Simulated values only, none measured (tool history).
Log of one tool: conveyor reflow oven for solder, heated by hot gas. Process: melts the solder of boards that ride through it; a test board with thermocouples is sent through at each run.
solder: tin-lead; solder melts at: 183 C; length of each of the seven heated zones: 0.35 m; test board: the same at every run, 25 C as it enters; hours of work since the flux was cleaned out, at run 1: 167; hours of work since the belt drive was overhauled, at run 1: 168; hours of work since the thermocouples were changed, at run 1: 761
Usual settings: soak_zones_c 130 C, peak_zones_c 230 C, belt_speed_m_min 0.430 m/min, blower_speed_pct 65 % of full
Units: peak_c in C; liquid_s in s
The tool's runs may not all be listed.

run,hour,soak_zones_c,peak_zones_c,belt_speed_m_min,blower_speed_pct,hours of work since the flux was cleaned out,hours of work since the belt drive was overhauled,hours of work since the thermocouples were changed,peak_c,liquid_s
1,0.0,130,230,0.430,65,167,168,761,214.60,68.1
2,12.2,130,226,0.430,65,175,176,768,211.15,64.1
3,33.9,130,226,0.430,65,188,189,782,211.24,64.5
4,54.2,130,241,0.430,65,201,202,795,224.55,76.5
5,72.2,130,230,0.430,65,213,214,807,214.85,67.7
6,87.1,130,230,0.430,65,222,223,816,214.72,67.7
7,96.2,145,230,0.430,65,228,229,822,217.09,77.0
8,110.9,130,230,0.430,65,238,239,831,214.85,67.9
9,129.9,130,230,0.430,65,250,251,844,214.64,68.0
10,145.2,130,231,0.430,65,260,261,853,215.53,68.6
11,158.6,130,230,0.430,65,268,269,862,214.95,67.7
12,169.1,130,230,0.430,65,275,276,869,214.75,67.8
13,189.2,130,230,0.430,65,288,289,881,214.77,67.9
# hour 202.1: thermocouples of zones 6 and 7 changed
14,202.1,130,230,0.430,65,295,296,0,214.89,67.9
15,210.9,130,230,0.430,65,300,301,6,214.48,67.8
16,224.6,130,230,0.430,65,309,310,14,214.59,68.0
17,243.1,140,230,0.430,65,321,322,26,216.22,73.8
18,252.0,139,239,0.430,65,327,327,32,224.05,80.0
19,261.5,122,239,0.391,65,333,334,38,224.73,81.8
20,278.4,133,226,0.513,52,343,344,49,201.58,40.2
21,298.2,127,230,0.494,57,356,357,61,206.64,47.6
22,309.2,119,234,0.430,65,363,364,68,216.53,65.5
# hour 326.4: flux residue cleaned out of gas plates and filters
23,334.2,119,227,0.389,55,5,377,81,210.58,65.7
24,350.1,129,233,0.409,57,15,387,91,216.57,72.6
25,367.2,129,233,0.409,57,26,398,102,216.68,72.7
26,387.4,144,228,0.430,65,39,411,115,215.12,74.7
27,399.5,144,228,0.430,65,47,419,123,215.28,74.9
28,415.2,144,228,0.425,65,57,429,133,215.38,76.0
29,434.2,144,228,0.353,58,69,441,145,218.30,96.2
30,446.1,115,228,0.353,58,77,448,153,214.82,78.3

Forecast each of these 5 alternatives for the next run:
A,467.2,127,230,0.430,77,90,462,166,?,?
B,467.2,127,237,0.430,65,90,462,166,?,?
C,467.2,144,238,0.396,58,90,462,166,?,?
D,467.2,142,228,0.368,58,90,462,166,?,?
E,467.2,139,228,0.376,52,90,462,166,?,?

run,peak_c,liquid_s
A,217.16,69.8
B,220.62,72.2
C,224.59,90.3
D,217.28,89.6
E,214.86,82.5
Without the tool's hidden state the same runs would have given:
run,peak_c,liquid_s
A,217.16,69.8
B,220.62,72.2
C,224.59,90.3
D,217.28,89.6
E,214.86,82.5
